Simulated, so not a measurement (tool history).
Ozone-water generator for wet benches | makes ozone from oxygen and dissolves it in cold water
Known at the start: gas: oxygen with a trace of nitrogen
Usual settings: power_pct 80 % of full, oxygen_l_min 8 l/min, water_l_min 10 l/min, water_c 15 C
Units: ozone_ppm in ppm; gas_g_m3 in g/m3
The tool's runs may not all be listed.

run      day  power_pct  oxygen_l_min  water_l_min  water_c  ozone_ppm  gas_g_m3
  1        0         80             8           10       15       45.3     302.9
  2     4.85         80             8           10       15       45.5     306.7
  3    9.662         80             8           10       15       45.1     303.6
  4   13.283         80             8           10       15       45.3     306.1
  5   19.367         80             8           10       15       45.5     305.7
  6   25.625         80             8           15       15       32.8     307.5
  7    30.25         80             8           10       15       45.3     305.7
  8   34.492         80          9.39           10       15       44.5     286.5
  9   41.954         80          9.39           10       15       44.5     285.9
 10   45.238         80          9.39           10       15       43.9       286
 11   51.704         80          9.39           10       15       44.9     284.8
 12   55.021         80          4.81           10       15       47.3       385
 13   58.875         80          4.81           10       15       47.6     384.5
 14   64.292         80             8           10       15       45.6     305.2
 15   68.829         80             8           10       15       45.9     309.1
 16   73.554         80             8           10       15       45.6     305.5
 17   80.046         80             8           10       15       46.1       309
 18   86.188         80             8           10       15       45.8     304.4
 19   91.758         49          9.14           10        9       32.9     186.6
 20     95.3         49           6.8           10       10       32.9     212.4
     101.433  -- water thermometer calibrated
 21  101.433         49          7.18            7       15       37.9     207.1
 22  104.875         49          7.18            7       15       37.9     208.4
 23  111.467         41          7.12           10       15         26       177
 24  117.638         41          7.12           10       15       25.5     176.8
 25  121.908         53             8           14        7       28.1     212.5
 26  129.454         80             8            8       18       49.7     306.6
 27  134.888         88          4.26           12       15       43.7       442
 28  140.604         88          4.26           12       15       43.8     441.2
 29  146.721         88          7.49           10       16       48.9     341.6
 30  152.092         88          7.49           16       13         35     340.9
 31  159.104         88          7.49           16       13       35.1     339.4
 32  162.704         80             8           13       15       36.6     304.1
 33  165.854         80             8            8        9         61     305.8

3 ways to go on from here, each from the tool as it stands after run 33. What would each give?
  A  172.938         73             8            8       21          ?         ?
  B  172.938         80          4.85            9        8          ?         ?
  C  172.938         58          4.92           14       15          ?         ?

run  ozone_ppm  gas_g_m3
  A       42.2       281
  B       58.6     383.3
  C       26.4     287.4
Without the tool's hidden state the same runs would have given:
run  ozone_ppm  gas_g_m3
  A       42.3     281.8
  B       58.8     384.4
  C       26.5       288
